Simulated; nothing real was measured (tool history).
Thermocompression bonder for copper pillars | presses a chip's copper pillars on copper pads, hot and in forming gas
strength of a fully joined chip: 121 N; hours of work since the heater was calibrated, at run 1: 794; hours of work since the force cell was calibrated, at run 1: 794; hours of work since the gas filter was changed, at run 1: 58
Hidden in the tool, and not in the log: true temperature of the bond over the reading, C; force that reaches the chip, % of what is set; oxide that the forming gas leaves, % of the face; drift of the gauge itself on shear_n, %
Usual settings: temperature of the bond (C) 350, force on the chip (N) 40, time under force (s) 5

run    hour  temperature of the bond (C)  force on the chip (N)  time under force (s)  hours of work since the heater was calibrated  hours of work since the force cell was calibrated  hours of work since the gas filter was changed  force that shears a chip off (N)
  1       0                          350                     40                     5                                            794                                                794                                              58                              81.2
  2    31.9                          350                     40                     5                                            808                                                808                                              71                              80.7
  3    60.7                          350                     40                     5                                            820                                                820                                              83                              80.2
  4   104.5                          340                     40                     5                                            839                                                839                                             102                              73.8
  5     144                          340                     42                     5                                            855                                                855                                             119                              75.3
  6   183.9                          340                     42                     5                                            872                                                872                                             136                              75.4
  7   227.8                          350                     46                     5                                            891                                                891                                             155                              86.7
  8   274.3                          350                     46                     5                                            911                                                911                                             174                              87.3
  9   293.6                          350                     40                     5                                            919                                                919                                             183                                80
 10   333.4                          350                     40                     5                                            936                                                936                                             200                              80.4
 11   375.2                          350                     40                     5                                            954                                                954                                             217                              79.3
 12   419.8                          350                     40                     5                                            973                                                973                                             236                                80
 13   465.7                          350                     40                     5                                            992                                                992                                             256                              80.4
 14     513                          350                     40                     3                                           1012                                               1012                                             276                                69
      518.1  -- heater calibrated with a thermocouple chip
 15   536.2                          350                     40                     3                                              8                                               1021                                             285                              69.8
 16   562.1                          350                     40                     3                                             19                                               1032                                             296                              70.5
 17   587.1                          350                     40                     5                                             29                                               1043                                             307                              80.9
 18   624.6                          350                     40                     5                                             45                                               1059                                             323                              81.1
 19   654.1                          350                     47                     5                                             58                                               1072                                             335                              87.7
      670.8  -- forming gas filter changed
 20   693.2                          350                     47                     5                                             74                                               1088                                              10                              90.2
      721.9  -- heater calibrated with a thermocouple chip, once more
 21   737.1                          321                     27                    11                                              6                                               1106                                              27                              56.3
 22   770.2                          321                     27                    11                                             21                                               1120                                              41                              56.4
 23   794.4                          350                     50                     6                                             31                                               1130                                              52                              92.7
 24     826                          350                     50                     6                                             44                                               1144                                              65                              92.7
 25   867.1                          350                     50                     6                                             62                                               1161                                              83                              93.5
 26   900.2                          376                     50                     7                                             76                                               1175                                              97                             108.1
 27   937.6                          327                     40                     5                                             92                                               1191                                             113                              61.3
 28   980.2                          350                     27                     3                                            110                                               1209                                             131                              50.6
 29  1020.2                          350                     27                     3                                            127                                               1226                                             148                              49.9
 30  1067.2                          338                     40                     5                                            147                                               1246                                             168                              69.8
 31  1097.5                          325                     28                     5                                            160                                               1259                                             181                              45.4
 32    1132                          337                     32                     3                                            175                                               1274                                             195                              48.4
 33  1161.1                          327                     53                     3                                            187                                               1286                                             208                              63.2
 34  1204.2                          333                     47                    12                                            205                                               1305                                             226                              92.1
 35  1249.8                          342                     32                     5                                            225                                               1324                                             246                              61.3
 36  1294.2                          342                     32                     5                                            244                                               1343                                             265                              61.7
 37  1321.7                          350                     40                    13                                            255                                               1355                                             276                              96.5
 38  1366.2                          350                     37                     5                                            274                                               1374                                             295                              74.1
 39  1390.3                          375                     37                     5                                            285                                               1384                                             305                              90.2
 40  1423.1                          350                     45                     5                                            299                                               1398                                             319                              82.5

Hidden state at the last listed run before each entry between runs and at the first one after, where it differs:
Between runs 14 and 15: heater calibrated with a thermocouple chip (hour 518.1)
  true temperature of the bond over the reading, C: 4.2 -> 5.9; oxide that the forming gas leaves, % of the face: 3.23 -> 3.32
  measured less the result without the state, force that shears a chip off (N): +1.9 -> +3
Between runs 19 and 20: forming gas filter changed (hour 670.8)
  oxide that the forming gas leaves, % of the face: 3.79 -> 0.61
  measured less the result without the state, force that shears a chip off (N): +2.1 -> +4.9
Between runs 20 and 21: heater calibrated with a thermocouple chip, once more (hour 721.9)
  true temperature of the bond over the reading, C: 6.1 -> -0.6; oxide that the forming gas leaves, % of the face: 0.61 -> 0.78
  measured less the result without the state, force that shears a chip off (N): +4.9 -> +0.3

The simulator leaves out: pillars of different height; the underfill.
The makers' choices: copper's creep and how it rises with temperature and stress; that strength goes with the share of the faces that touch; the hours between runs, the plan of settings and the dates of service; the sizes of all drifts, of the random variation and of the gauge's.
